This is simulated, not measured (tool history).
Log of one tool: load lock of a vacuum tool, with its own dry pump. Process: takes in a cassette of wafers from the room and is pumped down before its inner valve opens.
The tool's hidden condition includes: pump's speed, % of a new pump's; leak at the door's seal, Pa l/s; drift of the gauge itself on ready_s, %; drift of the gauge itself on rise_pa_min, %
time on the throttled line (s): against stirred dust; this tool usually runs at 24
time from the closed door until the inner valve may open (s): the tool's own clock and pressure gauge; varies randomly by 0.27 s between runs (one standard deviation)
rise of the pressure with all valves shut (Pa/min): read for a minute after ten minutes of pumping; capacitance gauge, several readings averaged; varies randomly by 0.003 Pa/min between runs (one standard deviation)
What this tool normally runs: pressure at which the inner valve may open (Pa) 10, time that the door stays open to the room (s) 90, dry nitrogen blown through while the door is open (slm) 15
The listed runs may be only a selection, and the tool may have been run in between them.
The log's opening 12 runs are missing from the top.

run,hour,time on the throttled line (s),pressure at which the inner valve may open (Pa),time that the door stays open to the room (s),dry nitrogen blown through while the door is open (slm),hours that the pump has run since its overhaul,times that the door has closed on its seal,"incoming humidity of the room's air, %",time from the closed door until the inner valve may open (s),rise of the pressure with all valves shut (Pa/min)
13,1046.2,24,10,90,15,7465,6974,47.4,48.5,0.044
14,1112.1,24,10,90,15,7531,7147,44.8,48,0.045
15,1200.9,24,10,90,15,7620,7381,43.5,48.3,0.037
16,1311.7,24,10,90,15,7731,7673,44.7,48.3,0.046
17,1404.2,24,13,90,15,7823,7916,45.6,47.4,0.044
18,1480.9,38,10,90,15,7900,8118,43.9,59.1,0.043
19,1571.7,38,10,90,15,7991,8358,45.6,59.1,0.045
20,1645.6,24,10,219,31,8065,8552,42.8,48.2,0.05
21,1742.9,24,15,90,6,8162,8808,46.4,47.5,0.065
22,1857.6,33,10,103,12,8277,9110,42.2,55.7,0.057
23,1969.4,33,10,77,12,8389,9405,41.7,55.4,0.044
24,2070.3,33,10,77,12,8489,9671,42.5,55.5,0.043
25,2144.4,43,8,71,15,8563,9866,42.8,64,0.044
26,2206.9,13,9,90,15,8626,10030,39.5,40.6,0.044
27,2276.8,16,11,103,15,8696,10214,46.5,42.1,0.048
28,2340.3,16,11,103,15,8759,10382,46.2,42.1,0.051
29,2432.6,16,9,103,15,8852,10625,44.4,43,0.049
30,2508.2,23,10,49,15,8927,10824,44.2,47.8,0.035
31,2578.1,23,16,39,38,8997,11008,44.4,46.1,0.033
32,2693.7,44,10,71,4,9113,11312,45.8,64.4,0.073
33,2790.1,44,10,205,6,9209,11566,44.5,64,0.104
34,2848.6,44,10,205,6,9268,11720,45.5,63.7,0.105
35,2943.8,44,10,205,6,9363,11971,46,63.9,0.105
36,2990.8,44,10,205,6,9410,12095,40.6,64.1,0.096
37,3098.8,42,13,90,15,9518,12379,44.6,61.2,0.051

Predict each of these 3 candidate next runs independently; none follows another, all start after run 37:
A,3182.5,24,10,28,7,9602,12600,43.4,?,?
B,3182.5,42,9,64,7,9602,12600,46.3,?,?
C,3182.5,15,16,90,6,9602,12600,46.8,?,?

run,time from the closed door until the inner valve may open (s),rise of the pressure with all valves shut (Pa/min)
A,48.2,0.043
B,63,0.061
C,40,0.074
The same runs, with their run-to-run variation unchanged, on a tool lacking any hidden condition would have given:
run,time from the closed door until the inner valve may open (s),rise of the pressure with all valves shut (Pa/min)
A,45.7,0.025
B,60.9,0.044
C,37.4,0.056
